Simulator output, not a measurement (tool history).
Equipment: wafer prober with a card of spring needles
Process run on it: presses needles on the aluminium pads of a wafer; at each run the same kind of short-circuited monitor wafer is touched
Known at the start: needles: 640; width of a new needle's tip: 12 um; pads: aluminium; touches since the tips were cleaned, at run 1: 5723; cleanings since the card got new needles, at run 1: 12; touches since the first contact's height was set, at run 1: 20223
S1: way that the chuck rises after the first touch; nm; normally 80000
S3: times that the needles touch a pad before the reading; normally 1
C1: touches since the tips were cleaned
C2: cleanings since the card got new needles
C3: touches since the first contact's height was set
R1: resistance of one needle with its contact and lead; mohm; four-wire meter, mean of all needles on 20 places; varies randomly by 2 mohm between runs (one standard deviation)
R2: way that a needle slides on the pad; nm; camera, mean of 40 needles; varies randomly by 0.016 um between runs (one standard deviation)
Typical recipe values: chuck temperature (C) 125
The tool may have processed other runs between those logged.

run 1 hour=0.0 | S1=80000 chuck_temperature_(C)=125 S3=1 | C1=5723 C2=12 C3=20223 | R1=227 R2=18830
-- hour=8.6 tips cleaned on abrasive film
run 2 hour=10.1 | S1=80000 chuck_temperature_(C)=125 S3=1 | C1=526 C2=13 C3=23608 | R1=222 R2=18860
run 3 hour=19.2 | S1=80000 chuck_temperature_(C)=125 S3=1 | C1=3585 C2=13 C3=26667 | R1=223 R2=18860
run 4 hour=30.3 | S1=80000 chuck_temperature_(C)=125 S3=2 | C1=7355 C2=13 C3=30437 | R1=222 R2=18830
-- hour=34.2 tips cleaned on abrasive film
run 5 hour=39.8 | S1=80000 chuck_temperature_(C)=125 S3=2 | C1=1894 C2=14 C3=33602 | R1=224 R2=18870
run 6 hour=49.2 | S1=80000 chuck_temperature_(C)=125 S3=2 | C1=5097 C2=14 C3=36805 | R1=224 R2=18840
run 7 hour=56.0 | S1=80000 chuck_temperature_(C)=125 S3=1 | C1=7391 C2=14 C3=39099 | R1=227 R2=18850
-- hour=59.0 tips cleaned on abrasive film
run 8 hour=66.3 | S1=80000 chuck_temperature_(C)=125 S3=1 | C1=2467 C2=15 C3=42527 | R1=223 R2=18860
run 9 hour=72.3 | S1=80000 chuck_temperature_(C)=125 S3=1 | C1=4512 C2=15 C3=44572 | R1=223 R2=18860
run 10 hour=80.0 | S1=80000 chuck_temperature_(C)=125 S3=2 | C1=7093 C2=15 C3=47153 | R1=221 R2=18860
-- hour=83.8 tips cleaned on abrasive film
run 11 hour=89.3 | S1=80000 chuck_temperature_(C)=125 S3=3 | C1=1859 C2=16 C3=50263 | R1=217 R2=18860
run 12 hour=95.3 | S1=80000 chuck_temperature_(C)=32 S3=1 | C1=3913 C2=16 C3=52317 | R1=202 R2=18850
run 13 hour=106.7 | S1=80000 chuck_temperature_(C)=32 S3=1 | C1=7761 C2=16 C3=56165 | R1=204 R2=18870
-- hour=108.9 tips cleaned on abrasive film
run 14 hour=119.7 | S1=80000 chuck_temperature_(C)=32 S3=1 | C1=3646 C2=17 C3=60529 | R1=203 R2=18830
run 15 hour=128.9 | S1=66000 chuck_temperature_(C)=125 S3=1 | C1=6744 C2=17 C3=63627 | R1=229 R2=15530
-- hour=133.7 tips cleaned on abrasive film
run 16 hour=137.7 | S1=66000 chuck_temperature_(C)=125 S3=1 | C1=1342 C2=18 C3=66567 | R1=229 R2=15550
run 17 hour=142.9 | S1=75000 chuck_temperature_(C)=125 S3=1 | C1=3121 C2=18 C3=68346 | R1=225 R2=17680
run 18 hour=155.0 | S1=80000 chuck_temperature_(C)=125 S3=1 | C1=7208 C2=18 C3=72433 | R1=224 R2=18860
-- hour=158.4 tips cleaned on abrasive film
run 19 hour=164.2 | S1=80000 chuck_temperature_(C)=125 S3=1 | C1=1937 C2=19 C3=75488 | R1=222 R2=18860
run 20 hour=170.4 | S1=80000 chuck_temperature_(C)=125 S3=1 | C1=4043 C2=19 C3=77594 | R1=224 R2=18850
run 21 hour=175.8 | S1=94000 chuck_temperature_(C)=68 S3=1 | C1=5884 C2=19 C3=79435 | R1=206 R2=22150
-- hour=183.1 tips cleaned on abrasive film
run 22 hour=188.3 | S1=80000 chuck_temperature_(C)=78 S3=1 | C1=1739 C2=20 C3=83608 | R1=211 R2=18850
run 23 hour=196.6 | S1=64000 chuck_temperature_(C)=26 S3=2 | C1=4534 C2=20 C3=86403 | R1=203 R2=15070
run 24 hour=205.6 | S1=80000 chuck_temperature_(C)=48 S3=3 | C1=7599 C2=20 C3=89468 | R1=206 R2=18820
-- hour=208.1 tips cleaned on abrasive film
run 25 hour=217.9 | S1=73000 chuck_temperature_(C)=62 S3=1 | C1=3295 C2=21 C3=93583 | R1=212 R2=17200
-- hour=219.2 height of the first contact set anew
run 26 hour=229.0 | S1=73000 chuck_temperature_(C)=62 S3=1 | C1=6934 C2=21 C3=3294 | R1=213 R2=17210
-- hour=234.0 tips cleaned on abrasive film
run 27 hour=238.8 | S1=73000 chuck_temperature_(C)=59 S3=2 | C1=1617 C2=22 C3=6591 | R1=211 R2=17190
run 28 hour=249.2 | S1=61000 chuck_temperature_(C)=125 S3=1 | C1=5118 C2=22 C3=10092 | R1=227 R2=14370
-- hour=259.1 tips cleaned on abrasive film
run 29 hour=260.1 | S1=61000 chuck_temperature_(C)=125 S3=1 | C1=337 C2=23 C3=13765 | R1=226 R2=14340
run 30 hour=267.6 | S1=72000 chuck_temperature_(C)=65 S3=1 | C1=2869 C2=23 C3=16297 | R1=208 R2=16980
run 31 hour=275.6 | S1=80000 chuck_temperature_(C)=49 S3=2 | C1=5567 C2=23 C3=18995 | R1=203 R2=18880
run 32 hour=283.1 | S1=69000 chuck_temperature_(C)=58 S3=1 | C1=8109 C2=23 C3=21537 | R1=213 R2=16260
-- hour=283.8 tips cleaned on abrasive film
run 33 hour=293.2 | S1=69000 chuck_temperature_(C)=58 S3=1 | C1=3176 C2=24 C3=24924 | R1=209 R2=16260
run 34 hour=299.0 | S1=76000 chuck_temperature_(C)=64 S3=3 | C1=5131 C2=24 C3=26879 | R1=209 R2=17920
run 35 hour=305.6 | S1=83000 chuck_temperature_(C)=68 S3=1 | C1=7339 C2=24 C3=29087 | R1=209 R2=19560
-- hour=309.0 tips cleaned on abrasive film
run 36 hour=313.0 | S1=68000 chuck_temperature_(C)=53 S3=2 | C1=1347 C2=25 C3=31577 | R1=210 R2=16000

Hidden state at the last listed run before each entry between runs and at the first one after, where it differs:
Runs 1 to 2: tips cleaned on abrasive film (hour 8.6)
  debris on the tips, nm: 0.6 -> 0.2
Runs 4 to 5: tips cleaned on abrasive film (hour 34.2)
  debris on the tips, nm: 0.7 -> 0.4
Runs 7 to 8: tips cleaned on abrasive film (hour 59.0)
  debris on the tips, nm: 0.7 -> 0.5
Runs 10 to 11: tips cleaned on abrasive film (hour 83.8)
  debris on the tips, nm: 0.7 -> 0.4
Runs 13 to 14: tips cleaned on abrasive film (hour 108.9)
  debris on the tips, nm: 0.7 -> 0.6
Runs 15 to 16: tips cleaned on abrasive film (hour 133.7)
  debris on the tips, nm: 0.7 -> 0.4
Runs 18 to 19: tips cleaned on abrasive film (hour 158.4)
  debris on the tips, nm: 0.7 -> 0.4
Runs 21 to 22: tips cleaned on abrasive film (hour 183.1)
  debris on the tips, nm: 0.7 -> 0.4
Runs 24 to 25: tips cleaned on abrasive film (hour 208.1)
  debris on the tips, nm: 0.7 -> 0.5
Runs 25 to 26: height of the first contact set anew (hour 219.2)
  debris on the tips, nm: 0.5 -> 0.7
Runs 26 to 27: tips cleaned on abrasive film (hour 234.0)
  debris on the tips, nm: 0.7 -> 0.4
Runs 28 to 29: tips cleaned on abrasive film (hour 259.1)
  debris on the tips, nm: 0.6 -> 0.1
Runs 32 to 33: tips cleaned on abrasive film (hour 283.8)
  debris on the tips, nm: 0.7 -> 0.5
Runs 35 to 36: tips cleaned on abrasive film (hour 309.0)
  debris on the tips, nm: 0.7 -> 0.3
